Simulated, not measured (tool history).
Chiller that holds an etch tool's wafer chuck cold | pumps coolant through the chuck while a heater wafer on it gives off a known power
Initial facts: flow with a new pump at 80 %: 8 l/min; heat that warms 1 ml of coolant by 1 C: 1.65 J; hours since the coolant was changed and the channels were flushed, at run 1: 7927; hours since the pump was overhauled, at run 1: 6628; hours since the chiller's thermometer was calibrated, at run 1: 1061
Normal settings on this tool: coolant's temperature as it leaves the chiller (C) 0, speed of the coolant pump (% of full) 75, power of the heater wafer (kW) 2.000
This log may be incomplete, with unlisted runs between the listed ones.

| run | hour | coolant's temperature as it leaves the chiller (C) | speed of the coolant pump (% of full) | power of the heater wafer (kW) | hours since the coolant was changed and the channels were flushed | hours since the pump was overhauled | hours since the chiller's thermometer was calibrated | chuck's temperature once it has settled (C) | how much warmer the coolant comes back (C) |
|---|---|---|---|---|---|---|---|---|---|
| 1 | 0.0 | 0 | 75 | 2.000 | 7927 | 6628 | 1061 | 19.6 | 10.89 |
| 2 | 176.7 | 0 | 75 | 2.000 | 8104 | 6805 | 1238 | 19.7 | 10.89 |
| 3 | 276.2 | 0 | 75 | 2.000 | 8203 | 6904 | 1337 | 19.7 | 10.93 |
| 4 | 440.8 | 0 | 75 | 2.000 | 8368 | 7069 | 1502 | 19.5 | 10.97 |
| 5 | 534.5 | 0 | 75 | 2.000 | 8461 | 7163 | 1596 | 19.7 | 10.97 |
| 6 | 671.1 | 0 | 75 | 2.000 | 8598 | 7299 | 1732 | 19.8 | 11.02 |
| 7 | 822.6 | 0 | 75 | 2.000 | 8749 | 7451 | 1884 | 19.8 | 10.99 |
| 8 | 1000.4 | 0 | 75 | 1.749 | 8927 | 7629 | 2062 | 17.3 | 9.71 |
| 9 | 1111.8 | 0 | 75 | 1.749 | 9039 | 7740 | 2173 | 17.5 | 9.68 |
|  | 1173.4 | coolant changed, channels flushed |
| 10 | 1213.0 | 0 | 75 | 2.000 | 40 | 7835 | 2268 | 17.8 | 11.05 |
| 11 | 1328.9 | 0 | 75 | 2.000 | 156 | 7951 | 2384 | 18.0 | 11.11 |
| 12 | 1437.7 | 0 | 75 | 2.000 | 264 | 8060 | 2493 | 18.0 | 11.17 |
| 13 | 1627.8 | 0 | 75 | 2.000 | 454 | 8250 | 2683 | 18.2 | 11.20 |
| 14 | 1724.9 | 0 | 75 | 2.000 | 552 | 8347 | 2780 | 18.1 | 11.16 |
| 15 | 1894.5 | -9 | 75 | 1.331 | 721 | 8517 | 2950 | 2.9 | 7.50 |
| 16 | 2031.9 | -5 | 89 | 1.235 | 859 | 8654 | 3087 | 4.8 | 5.83 |
|  | 2058.9 | chiller's thermometer calibrated |
| 17 | 2131.4 | 0 | 60 | 2.000 | 957 | 8753 | 72 | 22.1 | 14.13 |
| 18 | 2240.1 | 10 | 75 | 2.000 | 1066 | 8861 | 181 | 28.5 | 11.36 |
| 19 | 2421.3 | -7 | 61 | 1.649 | 1247 | 9042 | 362 | 11.0 | 11.56 |
| 20 | 2596.7 | -7 | 72 | 1.711 | 1422 | 9218 | 538 | 9.6 | 10.15 |
| 21 | 2741.7 | -3 | 66 | 1.711 | 1567 | 9363 | 683 | 14.8 | 11.09 |
| 22 | 2918.2 | 10 | 64 | 1.912 | 1744 | 9539 | 859 | 30.3 | 12.89 |
| 23 | 3086.9 | 10 | 64 | 1.912 | 1913 | 9708 | 1028 | 30.1 | 12.85 |
| 24 | 3211.5 | 0 | 75 | 1.635 | 2037 | 9833 | 1153 | 15.3 | 9.44 |
| 25 | 3304.2 | -4 | 75 | 1.635 | 2130 | 9925 | 1245 | 11.5 | 9.45 |
| 26 | 3445.8 | 6 | 75 | 2.000 | 2271 | 10067 | 1387 | 25.1 | 11.52 |
| 27 | 3623.8 | -2 | 78 | 1.215 | 2449 | 10245 | 1565 | 9.3 | 6.74 |

Alternative continuations, all from the tool just after run 27; predict every row:
|  | 3727.1 | coolant pump overhauled |
| A | 3791.1 | -2 | 98 | 1.325 | 2612 | 64 | 1727 | ? | ? |
|  | 3727.1 | coolant pump overhauled |
| B | 3791.1 | -7 | 78 | 1.215 | 2612 | 64 | 1727 | ? | ? |
|  | 3727.1 | coolant pump overhauled |
| C | 3791.1 | -2 | 70 | 1.581 | 2612 | 64 | 1727 | ? | ? |

| run | chuck's temperature once it has settled (C) | how much warmer the coolant comes back (C) |
|---|---|---|
| A | 7.2 | 4.93 |
| B | 3.0 | 5.72 |
| C | 12.1 | 8.24 |
Without the tool's hidden state the same runs would have given:
| run | chuck's temperature once it has settled (C) | how much warmer the coolant comes back (C) |
|---|---|---|
| A | 7.2 | 4.91 |
| B | 3.0 | 5.70 |
| C | 11.9 | 8.22 |
